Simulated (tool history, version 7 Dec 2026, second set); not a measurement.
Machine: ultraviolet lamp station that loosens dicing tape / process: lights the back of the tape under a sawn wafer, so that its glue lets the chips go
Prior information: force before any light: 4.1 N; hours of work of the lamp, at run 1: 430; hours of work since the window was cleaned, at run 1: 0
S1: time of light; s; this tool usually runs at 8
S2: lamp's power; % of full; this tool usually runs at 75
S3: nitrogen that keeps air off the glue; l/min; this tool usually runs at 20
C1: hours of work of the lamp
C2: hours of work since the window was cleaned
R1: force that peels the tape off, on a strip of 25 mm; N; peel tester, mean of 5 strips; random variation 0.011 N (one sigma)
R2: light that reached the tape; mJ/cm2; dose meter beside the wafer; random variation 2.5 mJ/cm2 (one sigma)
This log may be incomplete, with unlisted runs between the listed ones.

| run | hour | S1 | S2 | S3 | C1 | C2 | R1 | R2 |
|---|---|---|---|---|---|---|---|---|
| 1 | 0 | 8 | 75 | 20 | 430 | 0 | 0.486 | 295 |
| 2 | 74.9 | 8 | 75 | 20 | 486 | 56 | 0.495 | 291 |
| 3 | 115 | 8 | 75 | 27 | 516 | 86 | 0.44 | 292 |
| 4 | 201.7 | 8 | 75 | 27 | 581 | 151 | 0.439 | 292 |
| 5 | 262.5 | 4 | 75 | 20 | 626 | 196 | 1.312 | 149 |
| 6 | 319.7 | 4 | 75 | 20 | 669 | 239 | 1.33 | 145 |
| 7 | 385.9 | 7 | 75 | 20 | 718 | 289 | 0.62 | 251 |
| 8 | 431.2 | 7 | 75 | 20 | 752 | 322 | 0.625 | 255 |
| 9 | 474.7 | 7 | 75 | 20 | 785 | 355 | 0.588 | 253 |
| 10 | 568.6 | 7 | 75 | 20 | 855 | 425 | 0.623 | 255 |
| 11 | 626.4 | 7 | 75 | 20 | 898 | 468 | 0.628 | 258 |
| 12 | 721.4 | 8 | 75 | 13 | 969 | 539 | 0.582 | 292 |
| 13 | 772 | 8 | 75 | 13 | 1007 | 577 | 0.565 | 291 |
|  | 805.5 | window cleaned of glue's vapour |
| 14 | 814.9 | 8 | 76 | 20 | 1039 | 7 | 0.502 | 294 |
| 15 | 882.3 | 8 | 76 | 20 | 1089 | 57 | 0.484 | 295 |
| 16 | 953.1 | 8 | 76 | 13 | 1142 | 110 | 0.572 | 296 |
| 17 | 1026.2 | 8 | 76 | 13 | 1197 | 165 | 0.573 | 298 |
| 18 | 1075.3 | 8 | 65 | 20 | 1233 | 202 | 0.639 | 254 |

What will run 19 give?
| 19 | 1139 | 8 | 65 | 20 | 1281 | 249 | ? | ? |

R1: 0.638 N
R2: 253 mJ/cm2
The same run, on a tool lacking any hidden state, would have yielded R1 0.636 N, R2 253 mJ/cm2.
